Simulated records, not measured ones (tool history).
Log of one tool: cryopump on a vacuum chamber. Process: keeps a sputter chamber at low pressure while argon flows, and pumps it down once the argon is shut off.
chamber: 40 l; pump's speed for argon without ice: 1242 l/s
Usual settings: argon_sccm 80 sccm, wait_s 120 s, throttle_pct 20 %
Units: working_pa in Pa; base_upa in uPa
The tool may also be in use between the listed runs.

| run | hour | argon_sccm | wait_s | throttle_pct | working_pa | base_upa |
|---|---|---|---|---|---|---|
| 1 | 0 | 80 | 120 | 20 | 0.5491 | 3.96 |
| 2 | 15.1 | 80 | 120 | 20 | 0.5464 | 3.98 |
| 3 | 32.2 | 80 | 120 | 20 | 0.55 | 3.82 |
| 4 | 45.7 | 76 | 120 | 20 | 0.5172 | 4.09 |
| 5 | 59.4 | 76 | 120 | 20 | 0.5228 | 4.17 |
| 6 | 67.3 | 76 | 120 | 20 | 0.5211 | 4.01 |
| 7 | 75.8 | 46 | 120 | 20 | 0.3151 | 4.08 |
| 8 | 84.8 | 46 | 120 | 20 | 0.3165 | 4.04 |
|  | 100.7 | leaking fittings of the chamber tightened, without venting |
| 9 | 101.1 | 46 | 120 | 20 | 0.3126 | 1.07 |
| 10 | 114.2 | 46 | 120 | 20 | 0.3139 | 1.05 |
| 11 | 128.3 | 46 | 120 | 20 | 0.3146 | 1.11 |
| 12 | 135.8 | 80 | 120 | 20 | 0.5478 | 1.11 |
| 13 | 153.9 | 80 | 120 | 20 | 0.5499 | 1.13 |
| 14 | 172 | 80 | 120 | 20 | 0.5496 | 1.16 |
| 15 | 182.1 | 80 | 120 | 20 | 0.5473 | 1.18 |
| 16 | 189.6 | 80 | 120 | 30 | 0.3678 | 1.24 |
| 17 | 198.1 | 80 | 120 | 30 | 0.3684 | 1.21 |
| 18 | 212.1 | 80 | 119 | 30 | 0.3692 | 1.29 |
| 19 | 227.6 | 80 | 119 | 25 | 0.4432 | 1.24 |
| 20 | 241.4 | 74 | 151 | 38 | 0.2699 | 1.13 |
| 21 | 255.3 | 146 | 61 | 28 | 0.7226 | 2.07 |
| 22 | 266 | 127 | 193 | 38 | 0.4675 | 1.08 |
| 23 | 275.9 | 135 | 57 | 38 | 0.4964 | 2.2 |
| 24 | 288 | 33 | 29 | 20 | 0.2287 | 3.72 |
| 25 | 298.2 | 115 | 83 | 49 | 0.3293 | 1.76 |
| 26 | 314.1 | 115 | 83 | 49 | 0.3301 | 1.77 |
| 27 | 322.7 | 67 | 133 | 16 | 0.5741 | 1.35 |
| 28 | 332.7 | 120 | 120 | 20 | 0.8293 | 1.43 |
| 29 | 343.5 | 120 | 120 | 20 | 0.8305 | 1.5 |
| 30 | 355 | 76 | 117 | 20 | 0.5238 | 1.56 |
| 31 | 369 | 80 | 120 | 47 | 0.2414 | 1.54 |

Forecast run 32:
| 32 | 386.1 | 146 | 120 | 47 | ? | ? |

Run 32 gave working_pa 0.4387 Pa, base_upa 1.59 uPa.
Without the tool's hidden state the same run would have given working_pa 0.4215 Pa, base_upa 1.03 uPa.
